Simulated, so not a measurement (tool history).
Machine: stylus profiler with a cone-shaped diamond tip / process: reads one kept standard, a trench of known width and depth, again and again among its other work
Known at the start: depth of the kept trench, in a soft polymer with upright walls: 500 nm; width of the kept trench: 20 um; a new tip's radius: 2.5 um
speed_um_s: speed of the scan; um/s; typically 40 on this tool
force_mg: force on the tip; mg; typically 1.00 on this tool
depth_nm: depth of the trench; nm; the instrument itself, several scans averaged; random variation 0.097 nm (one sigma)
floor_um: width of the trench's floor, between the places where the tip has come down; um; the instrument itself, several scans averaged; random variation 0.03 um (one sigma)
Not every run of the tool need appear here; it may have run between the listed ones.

run   hour  speed_um_s  force_mg  depth_nm  floor_um
  1    0.0          40      1.00    503.90     16.46
  2   12.4          40      1.00    503.92     16.49
  3   32.8          40      1.00    503.84     16.44
  4   58.2          40      1.00    503.87     16.45
  5   81.5          40      1.00    503.82     16.44
  6  101.6          40      1.00    503.78     16.42
  7  120.9          40      1.00    503.86     16.45
  8  137.9          25      2.34    506.60     16.55
  9  160.0          36      1.32    504.73     16.48
     162.7  -- height scale calibrated on a step standard
 10  178.1         114      0.87    503.88     15.89
 11  193.1          28      0.43    502.73     16.35
 12  208.4          22      0.49    502.72     16.47
 13  228.6          22      0.49    502.87     16.52
 14  251.7         103      0.35    502.55     15.47

Branching from run 14: 4 alternative next runs. What would each branch give?
  A  273.2          54      2.72         ?         ?
  B  273.2         108      0.65         ?         ?
  C  273.2          77      0.69         ?         ?
  D  273.2          40      0.52         ?         ?

run  depth_nm  floor_um
  A    507.51     16.40
  B    503.43     15.74
  C    503.38     16.07
  D    503.19     16.28
Without the tool's unlogged condition, the same runs would have read:
run  depth_nm  floor_um
  A    506.70     16.74
  B    502.63     16.07
  C    502.59     16.40
  D    502.39     16.62
